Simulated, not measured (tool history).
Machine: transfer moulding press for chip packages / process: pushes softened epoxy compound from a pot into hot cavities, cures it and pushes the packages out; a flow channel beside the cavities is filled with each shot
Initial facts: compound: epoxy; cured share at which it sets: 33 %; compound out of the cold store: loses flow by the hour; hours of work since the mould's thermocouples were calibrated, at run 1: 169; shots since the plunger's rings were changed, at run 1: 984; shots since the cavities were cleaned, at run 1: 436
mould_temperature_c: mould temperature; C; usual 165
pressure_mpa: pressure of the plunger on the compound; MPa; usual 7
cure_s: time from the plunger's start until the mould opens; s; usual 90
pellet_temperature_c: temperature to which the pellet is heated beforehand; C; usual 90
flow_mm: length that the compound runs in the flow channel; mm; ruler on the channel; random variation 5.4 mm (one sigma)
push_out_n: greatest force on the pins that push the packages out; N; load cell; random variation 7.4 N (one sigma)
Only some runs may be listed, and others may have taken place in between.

run	day	mould_temperature_c	pressure_mpa	cure_s	pellet_temperature_c	hours of work since the mould's thermocouples were calibrated	shots since the plunger's rings were changed	shots since the cavities were cleaned	incoming compound's hours out of the cold store	flow_mm	push_out_n
1	0	165	7	90	90	169	984	436	42.2	581	315
# day 1.962: cavities cleaned with cleaning compound and waxed
2	3.038	159	7	90	90	224	2038	381	39.2	605	401
# day 5.333: cavities cleaned with cleaning compound and waxed
3	5.554	159	7	90	90	269	2907	78	20.4	640	404
4	7.896	159	7	90	90	312	3735	906	26.3	626	407
# day 8.512: cavities cleaned with cleaning compound and waxed
5	9.996	159	7	90	90	349	4457	525	27.2	623	405
# day 11.762: cavities cleaned with cleaning compound and waxed
# day 12.821: plunger's sealing rings changed
6	13.071	165	7	90	90	402	89	427	38.3	590	306
7	14.333	165	7	90	90	426	536	874	18.4	647	316
# day 15.129: cavities cleaned with cleaning compound and waxed
8	17.433	165	7	90	90	481	1612	817	8.3	667	327
# day 18.429: cavities cleaned with cleaning compound and waxed
9	19.496	163	7	90	90	518	2319	377	41.3	593	329
10	21.283	163	7	90	90	551	2953	1011	44.8	574	338
# day 21.612: cavities cleaned with cleaning compound and waxed
11	23.5	163	7	90	90	590	3715	667	23.8	630	336
# day 24.804: cavities cleaned with cleaning compound and waxed
12	25.804	163	7	90	90	632	4510	355	8.1	674	324
# day 28.083: cavities cleaned with cleaning compound and waxed
# day 28.392: plunger's sealing rings changed
13	28.525	163	7	90	90	678	46	119	40.5	590	321
14	30.129	163	7	90	90	708	614	687	40.6	593	329
# day 31.471: cavities cleaned with cleaning compound and waxed
# day 31.775: mould's thermocouples calibrated
15	32.725	163	7	86	86	17	1482	415	9.1	666	361
# day 34.762: cavities cleaned with cleaning compound and waxed
16	34.938	163	6.17	97	86	57	2244	63	33.7	567	310
17	37.429	160	6.04	111	87	103	3126	945	16.1	604	316
# day 37.962: cavities cleaned with cleaning compound and waxed
18	39.783	166	7	80	90	145	3937	644	30	606	346
# day 41.221: cavities cleaned with cleaning compound and waxed
19	41.662	158	7	95	90	178	4581	157	45.6	591	370
20	43.183	158	7	95	90	206	5119	695	11.6	667	404
# day 44.112: plunger's sealing rings changed
# day 44.508: cavities cleaned with cleaning compound and waxed
21	45.425	159	7	103	93	244	443	324	31.6	634	328
# day 47.712: cavities cleaned with cleaning compound and waxed
22	47.779	165	5.67	83	86	286	1256	25	10.3	603	350
23	49.033	160	5.67	82	84	309	1699	468	39.1	534	475
24	50.604	160	5.67	82	84	338	2256	1025	20.1	580	480
# day 51.008: cavities cleaned with cleaning compound and waxed
25	52.862	165	8.75	90	90	378	3034	657	24.1	700	313
# day 54.358: cavities cleaned with cleaning compound and waxed
26	55.788	166	8.75	90	90	431	4047	506	40.3	658	295

Predict each of these 4 candidate next runs independently; none follows another, all start after run 26:
# day 57.667: cavities cleaned with cleaning compound and waxed
A	57.675	169	6.92	90	90	464	4693	3	43.7	?	?
# day 57.667: cavities cleaned with cleaning compound and waxed
B	57.675	164	6.98	127	90	464	4693	3	9.4	?	?
# day 57.667: cavities cleaned with cleaning compound and waxed
C	57.675	168	7	90	90	464	4693	3	40.8	?	?
# day 57.667: cavities cleaned with cleaning compound and waxed
D	57.675	167	8.75	119	90	464	4693	3	14.1	?	?

run	flow_mm	push_out_n
A	563	297
B	657	288
C	585	295
D	726	288
Without the tool's unlogged condition, the same runs would have read:
run	flow_mm	push_out_n
A	563	297
B	658	288
C	586	295
D	727	288

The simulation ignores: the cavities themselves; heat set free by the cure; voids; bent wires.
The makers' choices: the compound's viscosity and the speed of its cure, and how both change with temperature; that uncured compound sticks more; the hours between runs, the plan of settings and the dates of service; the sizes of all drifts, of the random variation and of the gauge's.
